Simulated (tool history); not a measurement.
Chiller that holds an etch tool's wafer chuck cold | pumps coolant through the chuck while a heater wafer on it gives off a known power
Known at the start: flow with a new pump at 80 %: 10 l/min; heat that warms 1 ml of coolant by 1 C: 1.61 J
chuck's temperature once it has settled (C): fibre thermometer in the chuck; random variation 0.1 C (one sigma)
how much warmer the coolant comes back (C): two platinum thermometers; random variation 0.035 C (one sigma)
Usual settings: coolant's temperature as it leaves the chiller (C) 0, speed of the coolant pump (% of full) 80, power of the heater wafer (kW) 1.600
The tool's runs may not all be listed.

| run | hour | coolant's temperature as it leaves the chiller (C) | speed of the coolant pump (% of full) | power of the heater wafer (kW) | chuck's temperature once it has settled (C) | how much warmer the coolant comes back (C) |
|---|---|---|---|---|---|---|
| 1 | 0.0 | 0 | 80 | 1.600 | 17.2 | 6.02 |
| 2 | 80.9 | 0 | 80 | 1.600 | 17.2 | 6.04 |
|  | 117.2 | coolant changed, channels flushed |
| 3 | 174.0 | 0 | 80 | 1.600 | 14.2 | 6.05 |
| 4 | 226.5 | 0 | 80 | 1.600 | 14.2 | 6.01 |
| 5 | 301.3 | 0 | 80 | 1.600 | 14.2 | 6.07 |
| 6 | 361.8 | 0 | 80 | 1.600 | 14.3 | 6.06 |
| 7 | 439.8 | 0 | 80 | 1.600 | 14.3 | 6.11 |
| 8 | 535.3 | 0 | 80 | 1.600 | 14.4 | 6.03 |
| 9 | 580.8 | 0 | 84 | 1.600 | 13.8 | 5.73 |
|  | 628.6 | chiller's thermometer calibrated |
| 10 | 655.8 | 0 | 80 | 1.600 | 14.9 | 6.05 |
| 11 | 727.2 | 0 | 80 | 1.600 | 15.0 | 6.10 |
| 12 | 811.5 | 0 | 80 | 1.600 | 15.1 | 6.07 |
| 13 | 867.1 | 0 | 64 | 2.098 | 22.7 | 9.89 |
| 14 | 935.2 | 0 | 64 | 2.098 | 22.9 | 9.87 |
| 15 | 980.4 | -7 | 70 | 2.098 | 14.4 | 9.03 |
| 16 | 1024.2 | -7 | 70 | 2.098 | 14.6 | 9.11 |
| 17 | 1079.1 | 4 | 70 | 1.991 | 24.5 | 8.55 |
| 18 | 1123.1 | -2 | 63 | 1.190 | 11.0 | 5.67 |
| 19 | 1162.8 | -2 | 63 | 1.190 | 11.2 | 5.62 |

The next listed run, before its measurement:
| 20 | 1214.0 | -2 | 63 | 1.190 | ? | ? |

chuck's temperature once it has settled (C): 11.2
how much warmer the coolant comes back (C): 5.71
Without the tool's hidden state the same run would have given chuck's temperature once it has settled (C) 10.8, how much warmer the coolant comes back (C) 5.61.

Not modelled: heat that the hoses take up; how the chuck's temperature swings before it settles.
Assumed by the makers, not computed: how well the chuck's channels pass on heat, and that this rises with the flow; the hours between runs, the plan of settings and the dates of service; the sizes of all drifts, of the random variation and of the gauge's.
